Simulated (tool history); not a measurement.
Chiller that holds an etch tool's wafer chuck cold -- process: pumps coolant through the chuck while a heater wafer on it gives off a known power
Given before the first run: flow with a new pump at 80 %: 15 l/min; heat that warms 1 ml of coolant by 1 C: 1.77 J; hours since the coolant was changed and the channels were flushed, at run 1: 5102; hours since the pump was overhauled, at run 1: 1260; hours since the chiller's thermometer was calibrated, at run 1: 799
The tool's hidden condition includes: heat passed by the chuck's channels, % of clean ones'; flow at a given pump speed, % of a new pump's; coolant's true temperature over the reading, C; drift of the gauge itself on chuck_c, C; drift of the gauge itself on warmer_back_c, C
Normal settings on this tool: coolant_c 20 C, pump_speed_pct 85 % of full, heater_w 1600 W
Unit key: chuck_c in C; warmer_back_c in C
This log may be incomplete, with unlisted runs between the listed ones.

run	hour	coolant_c	pump_speed_pct	heater_w	hours since the coolant was changed and the channels were flushed	hours since the pump was overhauled	hours since the chiller's thermometer was calibrated	chuck_c	warmer_back_c
1	0	20	85	1600	5102	1260	799	40	3.5
2	35.1	20	85	1600	5137	1295	835	40	3.51
3	62.8	20	85	1054	5165	1323	862	33.2	2.28
4	90.1	20	85	1054	5192	1350	889	33.3	2.27
5	116.9	20	85	1706	5219	1377	916	41.7	3.7
6	148.6	20	85	1706	5251	1408	948	41.4	3.75
7	178.7	20	86	1706	5281	1439	978	41.3	3.69
8	207.8	20	86	1706	5310	1468	1007	41.3	3.75
9	246.4	20	63	1600	5349	1506	1046	44.9	4.84
10	266.7	20	63	1600	5369	1527	1066	45.1	4.84
11	297.8	20	72	1600	5400	1558	1097	42.8	4.14
12	316.7	20	72	1600	5419	1577	1116	42.7	4.14
13	345.6	20	72	1600	5448	1605	1145	42.9	4.19
14	364.5	20	85	1600	5467	1624	1164	40.3	3.5
15	399.7	18	85	1600	5502	1660	1199	38.3	3.54
16	433.2	20	85	1600	5535	1693	1233	40.4	3.51
17	467.9	27	85	1845	5570	1728	1267	50.4	4.02
18	496.7	15	79	1451	5599	1757	1296	34.6	3.47
19	534.2	15	79	1451	5636	1794	1334	34.6	3.43
20	569.6	15	79	1451	5672	1829	1369	34.4	3.45
21	601.1	15	79	1451	5703	1861	1400	34.5	3.44
22	638.8	16	79	1586	5741	1899	1438	37.3	3.76
23	661.2	16	85	1238	5763	1921	1461	31.9	2.72
24	697.2	25	70	1113	5799	1957	1497	41.4	2.95
25	716.1	21	68	1113	5818	1976	1515	37.9	3.16
26	742.3	21	68	1113	5844	2002	1542	37.8	3.15
27	778.2	19	76	1049	5880	2038	1578	33.6	2.58
28	818.2	15	85	1600	5920	2078	1618	35.5	3.59
29	849.3	15	85	1600	5952	2109	1649	35.5	3.49
30	886.9	10	70	1080	5989	2147	1686	26.2	2.98
31	920	10	70	1080	6022	2180	1719	26	2.92
32	939.4	10	70	1080	6042	2199	1739	26.1	2.92

Some steps in chuck_c between neighbouring runs. How much of each would the tool show without its hidden state too (settings, what came in, random variation), and how much is left for the hidden state, with any gauge scatter that isn't in both results?
Run 2 -> 3: heater_w 1600 -> 1054. chuck_c -6.8 C: hidden state -0.6, all else -6.2.
Run 4 -> 5: heater_w 1054 -> 1706. chuck_c +8.4 C: hidden state +0.8, all else +7.6.
Run 16 -> 17: coolant_c 20 -> 27, heater_w 1600 -> 1845. chuck_c +10 C: hidden state +0.4, all else +9.6.
Run 17 -> 18: coolant_c 27 -> 15, pump_speed_pct 85 -> 79, heater_w 1845 -> 1451. chuck_c -15.8 C: hidden state -0.4, all else -15.4.
Run 23 -> 24: coolant_c 16 -> 25, pump_speed_pct 85 -> 70, heater_w 1238 -> 1113. chuck_c +9.5 C: hidden state +0, all else +9.5.
Run 27 -> 28: coolant_c 19 -> 15, pump_speed_pct 76 -> 85, heater_w 1049 -> 1600. chuck_c +1.9 C: hidden state +0.8, all else +1.1.
